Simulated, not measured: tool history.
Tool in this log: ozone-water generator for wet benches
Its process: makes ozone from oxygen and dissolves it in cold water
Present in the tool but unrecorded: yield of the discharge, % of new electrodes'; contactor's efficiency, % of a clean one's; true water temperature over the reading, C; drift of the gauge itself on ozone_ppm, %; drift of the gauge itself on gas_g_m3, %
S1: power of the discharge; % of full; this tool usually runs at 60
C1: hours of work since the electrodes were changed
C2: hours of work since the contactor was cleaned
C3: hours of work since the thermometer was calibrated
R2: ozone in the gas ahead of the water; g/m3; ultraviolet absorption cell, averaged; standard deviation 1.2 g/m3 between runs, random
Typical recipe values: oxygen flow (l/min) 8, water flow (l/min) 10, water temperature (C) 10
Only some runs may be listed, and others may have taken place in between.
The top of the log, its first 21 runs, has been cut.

run 22 hour=547.4 | S1=45 oxygen_flow_(l/min)=8.36 water_flow_(l/min)=15 water_temperature_(C)=7 | C1=650 C2=3363 C3=236 | dissolved_ozone_(ppm)=33.5 R2=189.6
run 23 hour=577.9 | S1=45 oxygen_flow_(l/min)=8.36 water_flow_(l/min)=11 water_temperature_(C)=11 | C1=676 C2=3389 C3=262 | dissolved_ozone_(ppm)=37 R2=189.7
run 24 hour=604.1 | S1=45 oxygen_flow_(l/min)=8.36 water_flow_(l/min)=9 water_temperature_(C)=18 | C1=699 C2=3412 C3=285 | dissolved_ozone_(ppm)=34.6 R2=187.7
run 25 hour=632.4 | S1=60 oxygen_flow_(l/min)=8 water_flow_(l/min)=7 water_temperature_(C)=14 | C1=723 C2=3436 C3=309 | dissolved_ozone_(ppm)=49.5 R2=226.1
run 26 hour=665.2 | S1=50 oxygen_flow_(l/min)=8 water_flow_(l/min)=8 water_temperature_(C)=14 | C1=752 C2=3465 C3=338 | dissolved_ozone_(ppm)=42.1 R2=201.9
run 27 hour=694.7 | S1=50 oxygen_flow_(l/min)=4.28 water_flow_(l/min)=8 water_temperature_(C)=14 | C1=777 C2=3490 C3=363 | dissolved_ozone_(ppm)=42.1 R2=252.5
run 28 hour=720 | S1=60 oxygen_flow_(l/min)=4.56 water_flow_(l/min)=10 water_temperature_(C)=6 | C1=799 C2=3512 C3=385 | dissolved_ozone_(ppm)=47.7 R2=276.1
run 29 hour=739.2 | S1=97 oxygen_flow_(l/min)=4.56 water_flow_(l/min)=10 water_temperature_(C)=9 | C1=816 C2=3529 C3=402 | dissolved_ozone_(ppm)=59.5 R2=359.3
run 30 hour=771.9 | S1=97 oxygen_flow_(l/min)=4.56 water_flow_(l/min)=15 water_temperature_(C)=8 | C1=844 C2=3557 C3=430 | dissolved_ozone_(ppm)=45.3 R2=360.4
-- hour=785.4 gauge calibrated
run 31 hour=805.5 | S1=67 oxygen_flow_(l/min)=4.31 water_flow_(l/min)=10 water_temperature_(C)=8 | C1=873 C2=3586 C3=459 | dissolved_ozone_(ppm)=48.2 R2=290.8
run 32 hour=835.3 | S1=54 oxygen_flow_(l/min)=8 water_flow_(l/min)=10 water_temperature_(C)=10 | C1=899 C2=3612 C3=485 | dissolved_ozone_(ppm)=43.2 R2=210.7
run 33 hour=864.8 | S1=60 oxygen_flow_(l/min)=8 water_flow_(l/min)=15 water_temperature_(C)=10 | C1=925 C2=3638 C3=510 | dissolved_ozone_(ppm)=37.5 R2=223.3
run 34 hour=885.6 | S1=60 oxygen_flow_(l/min)=8 water_flow_(l/min)=15 water_temperature_(C)=10 | C1=943 C2=3656 C3=529 | dissolved_ozone_(ppm)=37.1 R2=222

3 options for the next run, each taken on its own from the tool as it stands now. Forecast them:
run A hour=919.4 | S1=64 oxygen_flow_(l/min)=9.52 water_flow_(l/min)=15 water_temperature_(C)=10 | C1=972 C2=3685 C3=558 | dissolved_ozone_(ppm)=? R2=?
run B hour=919.4 | S1=60 oxygen_flow_(l/min)=10.85 water_flow_(l/min)=9 water_temperature_(C)=10 | C1=972 C2=3685 C3=558 | dissolved_ozone_(ppm)=? R2=?
run C hour=919.4 | S1=60 oxygen_flow_(l/min)=8.31 water_flow_(l/min)=9 water_temperature_(C)=16 | C1=972 C2=3685 C3=558 | dissolved_ozone_(ppm)=? R2=?

run=A dissolved_ozone_(ppm)=39.2 R2=220.8
run=B dissolved_ozone_(ppm)=48.2 R2=205.4
run=C dissolved_ozone_(ppm)=42.6 R2=222.6
Without the tool's unlogged condition, the same runs would have read:
run=A dissolved_ozone_(ppm)=39.3 R2=218.8
run=B dissolved_ozone_(ppm)=48.2 R2=203.5
run=C dissolved_ozone_(ppm)=42.6 R2=220.5
